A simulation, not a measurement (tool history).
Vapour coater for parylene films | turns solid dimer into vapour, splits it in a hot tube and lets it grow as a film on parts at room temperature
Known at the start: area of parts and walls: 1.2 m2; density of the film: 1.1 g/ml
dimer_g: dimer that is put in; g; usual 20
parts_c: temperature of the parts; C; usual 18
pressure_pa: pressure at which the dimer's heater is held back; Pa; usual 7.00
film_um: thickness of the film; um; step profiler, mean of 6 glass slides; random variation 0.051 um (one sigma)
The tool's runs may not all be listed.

| run | hour | dimer_g | parts_c | pressure_pa | film_um |
|---|---|---|---|---|---|
| 1 | 0.0 | 20 | 18 | 7.00 | 9.07 |
| 2 | 48.1 | 20 | 18 | 7.00 | 9.10 |
| 3 | 123.3 | 20 | 18 | 7.00 | 9.11 |
| 4 | 192.2 | 20 | 18 | 7.00 | 9.03 |
| 5 | 239.3 | 20 | 18 | 7.00 | 8.92 |
| 6 | 312.6 | 20 | 18 | 7.00 | 8.96 |
| 7 | 402.1 | 20 | 18 | 7.00 | 9.12 |
| 8 | 462.5 | 20 | 14 | 7.00 | 9.60 |
| 9 | 533.5 | 20 | 22 | 7.00 | 8.40 |
| 10 | 594.1 | 20 | 22 | 7.00 | 8.36 |
| 11 | 673.0 | 20 | 18 | 2.68 | 10.52 |
| 12 | 750.9 | 20 | 18 | 2.68 | 10.53 |
| 13 | 793.4 | 20 | 18 | 2.68 | 10.52 |
| 14 | 857.4 | 20 | 18 | 7.00 | 9.05 |
| 15 | 903.6 | 20 | 18 | 7.00 | 8.97 |
| 16 | 950.9 | 20 | 18 | 7.00 | 8.98 |
| 17 | 1035.5 | 20 | 18 | 7.00 | 9.03 |
| 18 | 1077.3 | 20 | 18 | 7.00 | 9.03 |
| 19 | 1143.4 | 20 | 18 | 7.00 | 9.17 |
| 20 | 1196.7 | 20 | 18 | 7.00 | 9.03 |
| 21 | 1237.5 | 20 | 14 | 7.00 | 9.66 |
| 22 | 1286.5 | 20 | 18 | 7.00 | 9.03 |
| 23 | 1342.7 | 10 | 18 | 7.00 | 4.49 |
| 24 | 1405.5 | 20 | 18 | 7.00 | 8.95 |
| 25 | 1475.2 | 11 | 18 | 9.25 | 4.72 |
| 26 | 1520.7 | 20 | 26 | 6.03 | 7.97 |
| 27 | 1568.0 | 26 | 12 | 6.03 | 13.38 |
| 28 | 1628.8 | 26 | 12 | 6.03 | 13.28 |
| 29 | 1711.0 | 19 | 16 | 7.81 | 8.62 |
| 30 | 1750.8 | 14 | 18 | 3.31 | 7.17 |
| 31 | 1821.8 | 14 | 18 | 3.31 | 7.10 |
| 32 | 1892.3 | 21 | 18 | 3.31 | 10.69 |
| 33 | 1934.3 | 19 | 21 | 3.31 | 9.11 |
| 34 | 2017.4 | 19 | 21 | 3.31 | 9.17 |
| 35 | 2099.1 | 21 | 21 | 6.48 | 9.10 |
| 36 | 2152.2 | 21 | 21 | 6.48 | 9.06 |
| 37 | 2240.5 | 20 | 18 | 5.48 | 9.49 |
| 38 | 2317.8 | 20 | 18 | 2.54 | 10.70 |
| 39 | 2405.2 | 30 | 12 | 7.00 | 15.06 |
| 40 | 2490.4 | 15 | 12 | 7.40 | 7.38 |
| 41 | 2571.3 | 15 | 17 | 2.11 | 8.37 |
| 42 | 2628.7 | 15 | 17 | 2.11 | 8.47 |
| 43 | 2702.9 | 15 | 17 | 2.11 | 8.41 |
| 44 | 2763.9 | 15 | 17 | 2.11 | 8.34 |
| 45 | 2819.6 | 9 | 20 | 4.70 | 4.16 |
| 46 | 2872.9 | 9 | 20 | 4.70 | 4.17 |
| 47 | 2936.7 | 9 | 20 | 4.70 | 4.10 |

Taken out of this log: 4 entries between the listed runs. Where each belongs, and how the hidden state differs across it:
Between runs 6 and 7: trap's valve overhauled (hour 336.3)
  vapour lost through the trap's worn valve, %: 0.4 -> 0
  measured less the result without the state, film_um: -0.04 -> +0.00 um
Between runs 16 and 17: trap's valve overhauled (hour 988.9)
  vapour lost through the trap's worn valve, %: 0.4 -> 0
  measured less the result without the state, film_um: -0.03 -> -0.01 um
Between runs 28 and 29: trap's valve overhauled (hour 1644.5)
  vapour lost through the trap's worn valve, %: 0.4 -> 0.1
  measured less the result without the state, film_um: -0.06 -> +0.00 um
Between runs 37 and 38: trap's valve overhauled (hour 2303.3)
  vapour lost through the trap's worn valve, %: 0.4 -> 0
  measured less the result without the state, film_um: -0.03 -> +0.00 um
